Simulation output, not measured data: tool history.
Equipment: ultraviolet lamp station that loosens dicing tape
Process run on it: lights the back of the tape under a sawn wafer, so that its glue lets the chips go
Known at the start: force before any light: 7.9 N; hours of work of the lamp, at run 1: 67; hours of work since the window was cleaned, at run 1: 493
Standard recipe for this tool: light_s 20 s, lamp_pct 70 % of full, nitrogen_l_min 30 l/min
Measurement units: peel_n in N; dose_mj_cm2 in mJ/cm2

run   hour  light_s  lamp_pct  nitrogen_l_min  hours of work of the lamp  hours of work since the window was cleaned  peel_n  dose_mj_cm2
  1    0.0       20        70              30                         67                                         493   0.373          409
  2   32.6       20        70              30                         91                                         517   0.380          405
  3   66.5       20        92              30                        117                                         542   0.189          534
  4   96.1       20        92              30                        139                                         564   0.210          535
  5  123.6       20        70              18                        160                                         585   0.562          405
  6  159.0       20        70              30                        186                                         612   0.371          407
  7  185.1       20        70              30                        205                                         631   0.389          406
  8  218.8       20        70              30                        231                                         656   0.388          409
     238.1  -- window cleaned of glue's vapour
  9  255.8       20        70              30                        258                                          13   0.369          403
 10  290.3       20        89              30                        284                                          39   0.228          517
 11  321.1       20        70              30                        307                                          62   0.381          413
 12  357.6       20        70              30                        334                                          89   0.404          414
 13  376.0       21        75              16                        348                                         103   0.488          455
 14  397.6       21        75              16                        364                                         119   0.480          456
 15  417.0       13        64              16                        378                                         134   1.683          246
 16  455.7       20        61              30                        407                                         163   0.529          356
 17  481.5       17        61              32                        427                                         182   0.763          304
 18  504.8       17        61              32                        444                                         199   0.713          303
 19  527.0       20        72              10                        461                                         216   0.899          421
 20  543.9       20        72              10                        473                                         229   0.835          418
 21  570.3       15        72              10                        493                                         248   1.435          312
 22  603.6       11        89              10                        518                                         273   1.709          289

Each row is a separate what-if for the run after 22, all from the same tool condition, not one after another. Results?
  A  623.2       13        89              10                        533                                         288       ?            ?
  B  623.2       13        89              10                        533                                         288       ?            ?
  C  623.2       11        60              20                        533                                         288       ?            ?

run  peel_n  dose_mj_cm2
  A   1.344          341
  B   1.290          333
  C   2.134          190
Take away the tool's hidden state, keep each run's random variation, and the runs would have read:
run  peel_n  dose_mj_cm2
  A   1.341          341
  B   1.288          333
  C   2.130          191
